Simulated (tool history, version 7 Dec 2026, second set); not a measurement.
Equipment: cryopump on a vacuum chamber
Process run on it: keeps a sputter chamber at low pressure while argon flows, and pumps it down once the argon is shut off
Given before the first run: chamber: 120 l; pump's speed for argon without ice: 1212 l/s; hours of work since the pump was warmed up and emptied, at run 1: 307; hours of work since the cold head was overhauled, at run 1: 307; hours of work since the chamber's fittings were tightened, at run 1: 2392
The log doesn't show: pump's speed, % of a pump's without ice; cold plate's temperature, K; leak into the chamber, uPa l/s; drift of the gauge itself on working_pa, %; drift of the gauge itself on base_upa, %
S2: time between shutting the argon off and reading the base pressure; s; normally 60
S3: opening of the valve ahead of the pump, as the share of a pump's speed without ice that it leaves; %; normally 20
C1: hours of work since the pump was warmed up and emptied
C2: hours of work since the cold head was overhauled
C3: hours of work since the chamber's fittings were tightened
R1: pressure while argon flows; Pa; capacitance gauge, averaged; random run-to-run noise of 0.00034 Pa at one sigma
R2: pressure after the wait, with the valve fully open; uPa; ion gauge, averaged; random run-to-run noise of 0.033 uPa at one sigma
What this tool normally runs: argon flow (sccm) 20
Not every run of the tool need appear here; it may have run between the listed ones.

run 1 hour=0.0 | argon_flow_(sccm)=20 S2=60 S3=20 | C1=307 C2=307 C3=2392 | R1=0.1419 R2=2.95
run 2 hour=23.6 | argon_flow_(sccm)=20 S2=60 S3=42 | C1=327 C2=327 C3=2412 | R1=0.0681 R2=2.95
run 3 hour=38.8 | argon_flow_(sccm)=20 S2=60 S3=42 | C1=340 C2=340 C3=2425 | R1=0.0686 R2=2.98
run 4 hour=65.0 | argon_flow_(sccm)=20 S2=78 S3=20 | C1=362 C2=362 C3=2447 | R1=0.1416 R2=2.54
run 5 hour=78.8 | argon_flow_(sccm)=20 S2=78 S3=20 | C1=374 C2=374 C3=2458 | R1=0.1416 R2=2.59
run 6 hour=96.1 | argon_flow_(sccm)=20 S2=87 S3=20 | C1=388 C2=388 C3=2473 | R1=0.1419 R2=2.49
run 7 hour=122.9 | argon_flow_(sccm)=20 S2=87 S3=20 | C1=411 C2=411 C3=2496 | R1=0.1417 R2=2.52
run 8 hour=152.5 | argon_flow_(sccm)=20 S2=87 S3=20 | C1=436 C2=436 C3=2521 | R1=0.1415 R2=2.56
run 9 hour=171.9 | argon_flow_(sccm)=20 S2=32 S3=20 | C1=452 C2=452 C3=2537 | R1=0.1421 R2=4.26
run 10 hour=196.6 | argon_flow_(sccm)=20 S2=60 S3=20 | C1=473 C2=473 C3=2558 | R1=0.1422 R2=3.04
run 11 hour=227.6 | argon_flow_(sccm)=20 S2=60 S3=20 | C1=500 C2=500 C3=2584 | R1=0.1419 R2=3.04
run 12 hour=251.0 | argon_flow_(sccm)=20 S2=60 S3=20 | C1=519 C2=519 C3=2604 | R1=0.1420 R2=3.06
run 13 hour=274.8 | argon_flow_(sccm)=20 S2=60 S3=20 | C1=540 C2=540 C3=2624 | R1=0.1429 R2=3.12
run 14 hour=288.6 | argon_flow_(sccm)=20 S2=60 S3=20 | C1=551 C2=551 C3=2636 | R1=0.1419 R2=3.03
run 15 hour=310.0 | argon_flow_(sccm)=20 S2=136 S3=22 | C1=569 C2=569 C3=2654 | R1=0.1299 R2=2.26
run 16 hour=339.2 | argon_flow_(sccm)=19 S2=25 S3=56 | C1=594 C2=594 C3=2679 | R1=0.0503 R2=5.13
run 17 hour=370.1 | argon_flow_(sccm)=19 S2=25 S3=56 | C1=620 C2=620 C3=2705 | R1=0.0505 R2=5.12
run 18 hour=394.4 | argon_flow_(sccm)=20 S2=276 S3=30 | C1=641 C2=641 C3=2726 | R1=0.0961 R2=2.06
run 19 hour=414.8 | argon_flow_(sccm)=8 S2=80 S3=53 | C1=658 C2=658 C3=2743 | R1=0.0226 R2=2.84
run 20 hour=438.6 | argon_flow_(sccm)=10 S2=60 S3=36 | C1=678 C2=678 C3=2763 | R1=0.0404 R2=3.17
run 21 hour=456.9 | argon_flow_(sccm)=11 S2=60 S3=36 | C1=694 C2=694 C3=2778 | R1=0.0448 R2=3.18
run 22 hour=474.4 | argon_flow_(sccm)=17 S2=60 S3=47 | C1=708 C2=708 C3=2793 | R1=0.0534 R2=3.13
run 23 hour=488.8 | argon_flow_(sccm)=14 S2=71 S3=20 | C1=721 C2=721 C3=2805 | R1=0.1002 R2=2.97
run 24 hour=507.4 | argon_flow_(sccm)=14 S2=71 S3=20 | C1=736 C2=736 C3=2821 | R1=0.0999 R2=3.06
run 25 hour=523.1 | argon_flow_(sccm)=14 S2=71 S3=20 | C1=750 C2=750 C3=2834 | R1=0.1001 R2=2.95
run 26 hour=543.8 | argon_flow_(sccm)=14 S2=50 S3=39 | C1=767 C2=767 C3=2852 | R1=0.0532 R2=3.54
run 27 hour=565.5 | argon_flow_(sccm)=14 S2=50 S3=39 | C1=786 C2=786 C3=2870 | R1=0.0529 R2=3.63

Here are 4 independent what-if runs from the current tool condition. What would each one return?
run A hour=589.5 | argon_flow_(sccm)=12 S2=50 S3=49 | C1=806 C2=806 C3=2891 | R1=? R2=?
run B hour=589.5 | argon_flow_(sccm)=12 S2=50 S3=39 | C1=806 C2=806 C3=2891 | R1=? R2=?
run C hour=589.5 | argon_flow_(sccm)=22 S2=289 S3=21 | C1=806 C2=806 C3=2891 | R1=? R2=?
run D hour=589.5 | argon_flow_(sccm)=11 S2=120 S3=43 | C1=806 C2=806 C3=2891 | R1=? R2=?

run=A R1=0.0368 R2=3.62
run=B R1=0.0458 R2=3.54
run=C R1=0.1514 R2=2.26
run=D R1=0.0382 R2=2.59
Without the tool's hidden state the same runs would have given:
run=A R1=0.0341 R2=2.02
run=B R1=0.0431 R2=1.95
run=C R1=0.1465 R2=0.62
run=D R1=0.0358 R2=1.00

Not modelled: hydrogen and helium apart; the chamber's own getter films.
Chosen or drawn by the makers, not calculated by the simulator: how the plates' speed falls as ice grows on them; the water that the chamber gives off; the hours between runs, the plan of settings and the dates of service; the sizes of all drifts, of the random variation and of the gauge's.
